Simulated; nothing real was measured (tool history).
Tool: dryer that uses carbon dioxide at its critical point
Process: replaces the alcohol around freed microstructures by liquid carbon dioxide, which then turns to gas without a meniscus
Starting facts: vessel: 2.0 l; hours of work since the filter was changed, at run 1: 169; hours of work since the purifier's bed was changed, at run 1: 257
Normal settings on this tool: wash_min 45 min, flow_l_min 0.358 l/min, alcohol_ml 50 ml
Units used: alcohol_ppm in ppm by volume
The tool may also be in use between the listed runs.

run,hour,wash_min,flow_l_min,alcohol_ml,hours of work since the filter was changed,hours of work since the purifier's bed was changed,alcohol_ppm
1,0.0,45,0.358,50,169,257,35
2,17.5,45,0.358,50,178,266,33
3,39.8,45,0.358,50,189,277,43
4,60.8,33,0.358,50,199,287,176
5,78.7,45,0.283,50,208,296,138
6,111.1,45,0.564,50,224,312,15
7,142.0,45,0.564,50,240,328,18
8,170.1,45,0.564,50,253,341,16
9,201.4,45,0.564,50,269,357,22
10,224.7,45,0.564,50,280,368,19
11,242.7,45,0.564,50,289,377,17
12,261.3,45,0.352,50,299,387,60
13,282.1,45,0.352,50,309,397,55
14,299.2,45,0.352,50,317,405,52
15,334.4,45,0.281,50,335,423,193
16,352.3,65,0.358,50,344,432,21
17,377.1,45,0.358,50,356,444,63
18,397.6,45,0.358,50,366,454,56
19,432.9,45,0.358,50,383,471,67
# hour 444.4: inlet filter changed
20,457.0,45,0.358,50,6,483,39
21,491.2,45,0.358,50,23,500,38
22,514.0,45,0.270,50,34,511,145
23,547.7,45,0.270,50,51,528,143
24,573.5,42,0.313,95,64,540,161
25,591.8,42,0.313,95,73,549,159
26,608.7,42,0.313,95,81,558,172
27,636.5,28,0.594,90,95,572,48
28,671.9,47,0.260,32,112,589,105
29,704.6,32,0.260,32,129,605,474
30,721.9,45,0.400,50,137,614,44
31,746.0,45,0.400,71,149,626,41
32,763.7,33,0.358,91,158,634,301
33,781.7,33,0.358,91,167,643,303
34,811.6,37,0.236,50,181,658,725
35,847.3,28,0.578,50,199,676,50
36,870.7,28,0.578,50,211,687,48
37,906.7,49,0.358,119,228,705,69
38,937.9,45,0.590,50,244,721,40
39,966.0,45,0.247,23,258,734,172
40,998.4,44,0.358,50,274,750,76
41,1029.7,44,0.358,50,289,766,83
42,1060.5,30,0.477,25,305,781,73
43,1092.0,35,0.442,50,320,797,79
44,1120.4,45,0.254,92,334,811,585
45,1150.4,45,0.354,92,349,826,117
46,1168.2,36,0.543,62,358,834,47

Each row is a separate what-if for the run after 46, all from the same tool condition, not one after another. Results?
A,1186.3,45,0.358,51,367,843,?
B,1186.3,36,0.276,62,367,843,?
C,1186.3,67,0.468,25,367,843,?

run,alcohol_ppm
A,93
B,697
C,40
The same runs, with their run-to-run variation unchanged, on a tool lacking any hidden condition would have given:
run,alcohol_ppm
A,27
B,329
C,7
